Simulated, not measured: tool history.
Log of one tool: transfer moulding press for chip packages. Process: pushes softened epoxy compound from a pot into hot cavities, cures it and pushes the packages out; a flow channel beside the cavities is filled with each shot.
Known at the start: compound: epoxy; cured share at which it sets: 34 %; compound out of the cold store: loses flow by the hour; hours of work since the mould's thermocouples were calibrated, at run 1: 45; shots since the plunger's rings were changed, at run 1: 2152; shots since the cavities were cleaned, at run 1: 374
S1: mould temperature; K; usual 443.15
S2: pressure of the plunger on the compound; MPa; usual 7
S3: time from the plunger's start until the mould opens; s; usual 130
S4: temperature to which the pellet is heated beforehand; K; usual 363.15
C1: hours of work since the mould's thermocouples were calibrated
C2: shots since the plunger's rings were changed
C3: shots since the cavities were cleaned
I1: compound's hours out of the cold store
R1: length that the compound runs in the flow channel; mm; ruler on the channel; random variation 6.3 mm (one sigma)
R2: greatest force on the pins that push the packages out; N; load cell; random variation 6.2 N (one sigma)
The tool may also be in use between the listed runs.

run,day,S1,S2,S3,S4,C1,C2,C3,I1,R1,R2
1,0,443.15,7,130,363.15,45,2152,374,33,690,382
# day 1.517: cavities cleaned with cleaning compound and waxed
2,3.288,443.15,5.35,130,363.15,92,2886,403,24.3,627,393
# day 4.604: cavities cleaned with cleaning compound and waxed
3,6.404,443.15,5.35,130,363.15,137,3581,410,30.2,592,385
# day 7.608: cavities cleaned with cleaning compound and waxed
4,8.9,443.15,5.35,130,363.15,172,4135,294,22.3,621,366
# day 10.588: cavities cleaned with cleaning compound and waxed
5,11.454,443.15,5.35,130,363.15,209,4703,197,30.9,605,344
# day 13.596: plunger's sealing rings changed
# day 13.658: cavities cleaned with cleaning compound and waxed
6,14.133,443.15,5.35,130,363.15,246,109,109,13.9,671,313
# day 16.562: cavities cleaned with cleaning compound and waxed
7,16.562,443.15,5.35,130,363.15,280,648,0,43.7,587,238
8,18.042,443.15,5.35,130,363.15,302,984,336,10,678,392
# day 19.6: cavities cleaned with cleaning compound and waxed
9,20.129,443.15,5.35,130,363.15,332,1445,120,41.3,588,299
# day 21.417: mould's thermocouples calibrated
# day 22.654: cavities cleaned with cleaning compound and waxed
10,22.654,443.15,5.35,130,363.15,17,1986,0,38.6,587,244
11,24.554,443.15,7,130,363.15,45,2419,433,25.4,710,385
# day 25.575: cavities cleaned with cleaning compound and waxed
12,26.983,443.15,7,130,363.15,80,2958,321,27.8,695,366
# day 28.562: cavities cleaned with cleaning compound and waxed
13,30.1,443.15,8.34,130,363.15,124,3654,351,41.7,707,376
# day 31.65: cavities cleaned with cleaning compound and waxed
14,32.325,443.15,8.34,130,363.15,156,4145,153,44.5,689,321
# day 34.625: cavities cleaned with cleaning compound and waxed
15,34.971,443.15,8.34,130,363.15,194,4733,78,38.5,716,283
# day 37.175: plunger's sealing rings changed
16,37.496,435.15,6.93,138,363.15,229,73,630,28,755,532
# day 37.796: cavities cleaned with cleaning compound and waxed
17,40.533,438.15,6.93,143,363.15,273,750,623,32.8,714,440
# day 40.758: cavities cleaned with cleaning compound and waxed
18,42.479,447.15,8.46,160,363.15,300,1179,392,32.1,769,358
# day 43.804: cavities cleaned with cleaning compound and waxed
19,45.538,443.15,8.36,130,363.15,344,1861,394,22.9,807,365
# day 45.9: mould's thermocouples calibrated
# day 46.792: cavities cleaned with cleaning compound and waxed
20,47.821,443.15,8.36,130,363.15,27,2348,235,40.5,742,330
21,49.425,443.15,8.36,130,372.15,51,2713,600,17.1,801,412
# day 49.933: cavities cleaned with cleaning compound and waxed
22,51.871,447.15,7.25,125,363.15,86,3255,441,8.4,782,380
# day 52.925: cavities cleaned with cleaning compound and waxed
23,54.7,443.15,6.44,166,357.15,126,3886,404,27,658,361
# day 55.992: cavities cleaned with cleaning compound and waxed
24,57.421,443.15,7.01,130,363.15,165,4490,325,41.8,649,357
# day 59.025: cavities cleaned with cleaning compound and waxed
25,59.104,437.15,7.01,130,363.15,189,4860,19,28.5,690,314
# day 60.629: plunger's sealing rings changed
# day 62.175: cavities cleaned with cleaning compound and waxed
26,62.175,437.15,7.01,130,363.15,231,338,0,39.9,703,287
27,64.079,437.15,7.01,130,363.15,259,771,433,47.9,683,476

Hidden state at the last listed run before each entry between runs and at the first one after, where it differs:
Between runs 1 and 2: cavities cleaned with cleaning compound and waxed (day 1.517)
  true mould temperature over the reading, C: -0.15 -> -0.07; pressure that reaches the compound, % of what is set: 94.01 -> 92.08; grip of the stained cavities, % over clean ones': 61.1 -> 65.9
  measured less the result without the state, R1: -22 -> -26 mm; R2: +144 -> +153 N
Between runs 2 and 3: cavities cleaned with cleaning compound and waxed (day 4.604)
  true mould temperature over the reading, C: -0.07 -> 0; pressure that reaches the compound, % of what is set: 92.08 -> 90.21; grip of the stained cavities, % over clean ones': 65.9 -> 63.5
  measured less the result without the state, R1: -26 -> -32 mm; R2: +153 -> +150 N
Between runs 3 and 4: cavities cleaned with cleaning compound and waxed (day 7.608)
  true mould temperature over the reading, C: 0 -> 0.06; pressure that reaches the compound, % of what is set: 90.21 -> 88.74; grip of the stained cavities, % over clean ones': 63.5 -> 52.1
  measured less the result without the state, R1: -32 -> -38 mm; R2: +150 -> +123 N
Between runs 4 and 5: cavities cleaned with cleaning compound and waxed (day 10.588)
  true mould temperature over the reading, C: 0.06 -> 0.12; pressure that reaches the compound, % of what is set: 88.74 -> 87.13; grip of the stained cavities, % over clean ones': 52.1 -> 42.4
  measured less the result without the state, R1: -38 -> -43 mm; R2: +123 -> +101 N
Between runs 5 and 6: plunger's sealing rings changed (day 13.596); cavities cleaned with cleaning compound and waxed (day 13.658)
  true mould temperature over the reading, C: 0.12 -> 0.17; pressure that reaches the compound, % of what is set: 87.13 -> 99.21; grip of the stained cavities, % over clean ones': 42.4 -> 28.4
  measured less the result without the state, R1: -43 -> -3 mm; R2: +101 -> +67 N
Between runs 6 and 7: cavities cleaned with cleaning compound and waxed (day 16.562)
  true mould temperature over the reading, C: 0.17 -> 0.23; pressure that reaches the compound, % of what is set: 99.21 -> 97.56; grip of the stained cavities, % over clean ones': 28.4 -> 3.8
  measured less the result without the state, R1: -3 -> -7 mm; R2: +67 -> +8 N
Between runs 8 and 9: cavities cleaned with cleaning compound and waxed (day 19.6)
  true mould temperature over the reading, C: 0.26 -> 0.31; pressure that reaches the compound, % of what is set: 96.69 -> 95.58; grip of the stained cavities, % over clean ones': 61.9 -> 24.9
  measured less the result without the state, R1: -12 -> -14 mm; R2: +147 -> +58 N
Between runs 9 and 10: mould's thermocouples calibrated (day 21.417); cavities cleaned with cleaning compound and waxed (day 22.654)
  true mould temperature over the reading, C: 0.31 -> -0.13; pressure that reaches the compound, % of what is set: 95.58 -> 93.89; grip of the stained cavities, % over clean ones': 24.9 -> 1.1
  measured less the result without the state, R1: -14 -> -19 mm; R2: +58 -> +3 N
Between runs 11 and 12: cavities cleaned with cleaning compound and waxed (day 25.575)
  true mould temperature over the reading, C: -0.09 -> -0.03; pressure that reaches the compound, % of what is set: 92.78 -> 91.31; grip of the stained cavities, % over clean ones': 64.6 -> 53.8
  measured less the result without the state, R1: -27 -> -33 mm; R2: +155 -> +127 N
Between runs 12 and 13: cavities cleaned with cleaning compound and waxed (day 28.562)
  true mould temperature over the reading, C: -0.03 -> 0.04; pressure that reaches the compound, % of what is set: 91.31 -> 89.51; grip of the stained cavities, % over clean ones': 53.8 -> 57.7
  measured less the result without the state, R1: -33 -> -40 mm; R2: +127 -> +138 N
Between runs 13 and 14: cavities cleaned with cleaning compound and waxed (day 31.65)
  true mould temperature over the reading, C: 0.04 -> 0.09; pressure that reaches the compound, % of what is set: 89.51 -> 88.22; grip of the stained cavities, % over clean ones': 57.7 -> 34.7
  measured less the result without the state, R1: -40 -> -45 mm; R2: +138 -> +84 N
Between runs 14 and 15: cavities cleaned with cleaning compound and waxed (day 34.625)
  true mould temperature over the reading, C: 0.09 -> 0.15; pressure that reaches the compound, % of what is set: 88.22 -> 86.49; grip of the stained cavities, % over clean ones': 34.7 -> 19.4
  measured less the result without the state, R1: -45 -> -54 mm; R2: +84 -> +45 N
Between runs 15 and 16: plunger's sealing rings changed (day 37.175)
  true mould temperature over the reading, C: 0.15 -> 0.21; pressure that reaches the compound, % of what is set: 86.49 -> 99.77; grip of the stained cavities, % over clean ones': 19.4 -> 76.5
  measured less the result without the state, R1: -54 -> -2 mm; R2: +45 -> +226 N
Between runs 16 and 17: cavities cleaned with cleaning compound and waxed (day 37.796)
  true mould temperature over the reading, C: 0.21 -> 0.27; pressure that reaches the compound, % of what is set: 99.77 -> 97.94; grip of the stained cavities, % over clean ones': 76.5 -> 76.6
  measured less the result without the state, R1: -2 -> -8 mm; R2: +226 -> +189 N
Between runs 17 and 18: cavities cleaned with cleaning compound and waxed (day 40.758)
  true mould temperature over the reading, C: 0.27 -> 0.31; pressure that reaches the compound, % of what is set: 97.94 -> 96.66; grip of the stained cavities, % over clean ones': 76.6 -> 64.2
  measured less the result without the state, R1: -8 -> -14 mm; R2: +189 -> +139 N
Between runs 18 and 19: cavities cleaned with cleaning compound and waxed (day 43.804)
  true mould temperature over the reading, C: 0.31 -> 0.38; pressure that reaches the compound, % of what is set: 96.66 -> 94.65; grip of the stained cavities, % over clean ones': 64.2 -> 62.2
  measured less the result without the state, R1: -14 -> -23 mm; R2: +139 -> +138 N
Between runs 19 and 20: mould's thermocouples calibrated (day 45.9); cavities cleaned with cleaning compound and waxed (day 46.792)
  true mould temperature over the reading, C: 0.38 -> -0.13; pressure that reaches the compound, % of what is set: 94.65 -> 93.34; grip of the stained cavities, % over clean ones': 62.2 -> 47.3
  measured less the result without the state, R1: -23 -> -26 mm; R2: +138 -> +107 N
Between runs 21 and 22: cavities cleaned with cleaning compound and waxed (day 49.933)
  true mould temperature over the reading, C: -0.1 -> -0.05; pressure that reaches the compound, % of what is set: 92.39 -> 90.89; grip of the stained cavities, % over clean ones': 76.1 -> 64.7
  measured less the result without the state, R1: -32 -> -38 mm; R2: +176 -> +147 N
Between runs 22 and 23: cavities cleaned with cleaning compound and waxed (day 52.925)
  true mould temperature over the reading, C: -0.05 -> 0.02; pressure that reaches the compound, % of what is set: 90.89 -> 89.18; grip of the stained cavities, % over clean ones': 64.7 -> 65.2
  measured less the result without the state, R1: -38 -> -39 mm; R2: +147 -> +142 N
Between runs 23 and 24: cavities cleaned with cleaning compound and waxed (day 55.992)
  true mould temperature over the reading, C: 0.02 -> 0.08; pressure that reaches the compound, % of what is set: 89.18 -> 87.49; grip of the stained cavities, % over clean ones': 65.2 -> 55.1
  measured less the result without the state, R1: -39 -> -45 mm; R2: +142 -> +128 N
Between runs 24 and 25: cavities cleaned with cleaning compound and waxed (day 59.025)
  true mould temperature over the reading, C: 0.08 -> 0.12; pressure that reaches the compound, % of what is set: 87.49 -> 86.5; grip of the stained cavities, % over clean ones': 55.1 -> 4.7
  measured less the result without the state, R1: -45 -> -52 mm; R2: +128 -> +12 N
Between runs 25 and 26: plunger's sealing rings changed (day 60.629); cavities cleaned with cleaning compound and waxed (day 62.175)
  true mould temperature over the reading, C: 0.12 -> 0.19; pressure that reaches the compound, % of what is set: 86.5 -> 98.2; grip of the stained cavities, % over clean ones': 4.7 -> 0.4
  measured less the result without the state, R1: -52 -> -6 mm; R2: +12 -> -2 N
